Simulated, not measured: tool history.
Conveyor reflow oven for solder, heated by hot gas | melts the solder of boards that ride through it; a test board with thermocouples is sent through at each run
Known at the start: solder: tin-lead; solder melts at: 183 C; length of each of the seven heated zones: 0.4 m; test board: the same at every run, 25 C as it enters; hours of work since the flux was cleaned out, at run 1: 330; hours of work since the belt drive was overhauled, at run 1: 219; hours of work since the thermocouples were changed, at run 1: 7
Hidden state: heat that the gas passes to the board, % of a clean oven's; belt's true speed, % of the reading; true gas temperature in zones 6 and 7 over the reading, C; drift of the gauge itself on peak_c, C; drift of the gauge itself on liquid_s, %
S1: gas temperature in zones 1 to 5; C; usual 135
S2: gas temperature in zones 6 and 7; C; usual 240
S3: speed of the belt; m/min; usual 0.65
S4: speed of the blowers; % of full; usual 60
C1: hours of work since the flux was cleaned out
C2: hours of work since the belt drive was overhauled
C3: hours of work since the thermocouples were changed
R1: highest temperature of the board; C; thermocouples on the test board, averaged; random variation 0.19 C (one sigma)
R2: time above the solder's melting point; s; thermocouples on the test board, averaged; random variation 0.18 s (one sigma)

Run 1, hour 0: usual settings; C1 330; C2 219; C3 7. Result: R1 210.7 C, R2 46.5 s.
Run 2, hour 9.1: usual settings but S4 55 % of full; C1 336; C2 226; C3 13. Result: R1 207.9 C, R2 43.4 s.
Run 3, hour 16.1: usual settings but S4 55 % of full; C1 341; C2 231; C3 18. Result: R1 207.8 C, R2 43.2 s.
Run 4, hour 27.3: usual settings but S4 55 % of full; C1 349; C2 238; C3 26. Result: R1 208.1 C, R2 43.3 s.
Run 5, hour 41.1: usual settings; C1 358; C2 248; C3 35. Result: R1 210.3 C, R2 46.5 s.
Run 6, hour 48.8: usual settings; C1 364; C2 253; C3 41. Result: R1 210.5 C, R2 46.1 s.
Run 7, hour 61.3: usual settings; C1 372; C2 262; C3 49. Result: R1 210.5 C, R2 46.2 s.
Run 8, hour 70.2: usual settings; C1 378; C2 268; C3 56. Result: R1 210.2 C, R2 46 s.
Run 9, hour 76.6: usual settings; C1 383; C2 273; C3 60. Result: R1 210.1 C, R2 46.2 s.
Run 10, hour 88.3: usual settings but S2 250 C; C1 391; C2 281; C3 68. Result: R1 218 C, R2 53.3 s.
Run 11, hour 96.6: usual settings but S2 250 C; C1 397; C2 287; C3 74. Result: R1 217.9 C, R2 53.5 s.
At hour 101.8: belt drive overhauled, speed set with a stopwatch.
Run 12, hour 113.8: usual settings but S2 250 C; C1 406; C2 8; C3 83. Result: R1 217.9 C, R2 53.3 s.
At hour 129.1: flux residue cleaned out of gas plates and filters.
Run 13, hour 129.1: usual settings but S2 250 C, S4 89 % of full; C1 0; C2 16; C3 90. Result: R1 233.4 C, R2 64.5 s.
At hour 136.4: belt drive overhauled, speed set with a stopwatch, once more.
Run 14, hour 145.6: usual settings; C1 9; C2 6; C3 99. Result: R1 213.2 C, R2 49.7 s.
Run 15, hour 154.7: usual settings; C1 15; C2 13; C3 105. Result: R1 213.6 C, R2 49.6 s.
Run 16, hour 164.9: usual settings; C1 22; C2 20; C3 112. Result: R1 213.3 C, R2 49.9 s.
Run 17, hour 178.4: usual settings but S1 132 C, S2 243 C; C1 32; C2 29; C3 122. Result: R1 214.9 C, R2 49.8 s.
Run 18, hour 192.4: usual settings but S3 0.753 m/min; C1 41; C2 39; C3 132. Result: R1 206.7 C, R2 36 s.
Run 19, hour 207: usual settings but S2 250 C, S4 57 % of full; C1 51; C2 49; C3 142. Result: R1 219.8 C, R2 54.6 s.
Run 20, hour 215.7: usual settings but S1 132 C, S3 0.547 m/min, S4 82 % of full; C1 57; C2 55; C3 148. Result: R1 227.2 C, R2 71.7 s.
Run 21, hour 229.5: usual settings but S1 132 C, S3 0.547 m/min, S4 61 % of full; C1 67; C2 65; C3 157. Result: R1 219.7 C, R2 65 s.
Run 22, hour 242.4: usual settings but S2 252 C, S3 0.702 m/min, S4 66 % of full; C1 76; C2 74; C3 166. Result: R1 222.3 C, R2 52.4 s.
Run 23, hour 256.4: usual settings but S2 239 C, S3 0.557 m/min, S4 69 % of full; C1 86; C2 83; C3 176. Result: R1 221.6 C, R2 67.1 s.
Run 24, hour 270.9: usual settings but S1 123 C, S2 232 C, S3 0.557 m/min, S4 69 % of full; C1 96; C2 94; C3 186. Result: R1 213.6 C, R2 55.6 s.
Run 25, hour 282.6: usual settings but S1 140 C, S2 245 C, S3 0.735 m/min, S4 56 % of full; C1 104; C2 102; C3 194. Result: R1 210.1 C, R2 41.2 s.
Run 26, hour 297: usual settings but S1 137 C, S2 247 C, S3 0.74 m/min, S4 56 % of full; C1 114; C2 112; C3 204. Result: R1 209.7 C, R2 40.4 s.
Run 27, hour 305.7: usual settings but S1 137 C, S2 247 C, S3 0.74 m/min, S4 56 % of full; C1 120; C2 118; C3 210. Result: R1 210.2 C, R2 40.2 s.
Run 28, hour 313.3: usual settings but S1 137 C, S2 247 C, S3 0.74 m/min, S4 56 % of full; C1 125; C2 123; C3 216. Result: R1 209.9 C, R2 40.4 s.
Run 29, hour 326.7: usual settings but S1 137 C, S2 247 C, S3 0.74 m/min, S4 56 % of full; C1 135; C2 132; C3 225. Result: R1 210.1 C, R2 40.2 s.
Run 30, hour 335.2: usual settings but S1 137 C, S2 247 C, S3 0.74 m/min, S4 56 % of full; C1 141; C2 138; C3 231. Result: R1 210 C, R2 40.1 s.
Run 31, hour 342.8: usual settings but S1 137 C, S2 247 C, S3 0.74 m/min, S4 56 % of full; C1 146; C2 144; C3 236. Result: R1 209.8 C, R2 39.9 s.

How the hidden state differs across the entries between the runs, from the last listed run before each to the first after it:
Between runs 11 and 12: belt drive overhauled, speed set with a stopwatch (hour 101.8)
  heat that the gas passes to the board, % of a clean oven's: 88.2 -> 88; belt's true speed, % of the reading: 99.74 -> 99.54; true gas temperature in zones 6 and 7 over the reading, C: 0.47 -> 0.48
  measured less the result without the state, R1: -3.5 -> -3.4 C; R2: -2.9 -> -2.7 s
Between runs 12 and 13: flux residue cleaned out of gas plates and filters (hour 129.1)
  heat that the gas passes to the board, % of a clean oven's: 88 -> 99.1; true gas temperature in zones 6 and 7 over the reading, C: 0.48 -> 0.49
  measured less the result without the state, R1: -3.4 -> +0.2 C; R2: -2.7 -> +0.5 s
Between runs 13 and 14: belt drive overhauled, speed set with a stopwatch, once more (hour 136.4)
  heat that the gas passes to the board, % of a clean oven's: 99.1 -> 98.8; belt's true speed, % of the reading: 99.54 -> 99.89; true gas temperature in zones 6 and 7 over the reading, C: 0.49 -> 0.51
  measured less the result without the state, R1: +0.2 -> +0.1 C; R2: +0.5 -> +0.1 s

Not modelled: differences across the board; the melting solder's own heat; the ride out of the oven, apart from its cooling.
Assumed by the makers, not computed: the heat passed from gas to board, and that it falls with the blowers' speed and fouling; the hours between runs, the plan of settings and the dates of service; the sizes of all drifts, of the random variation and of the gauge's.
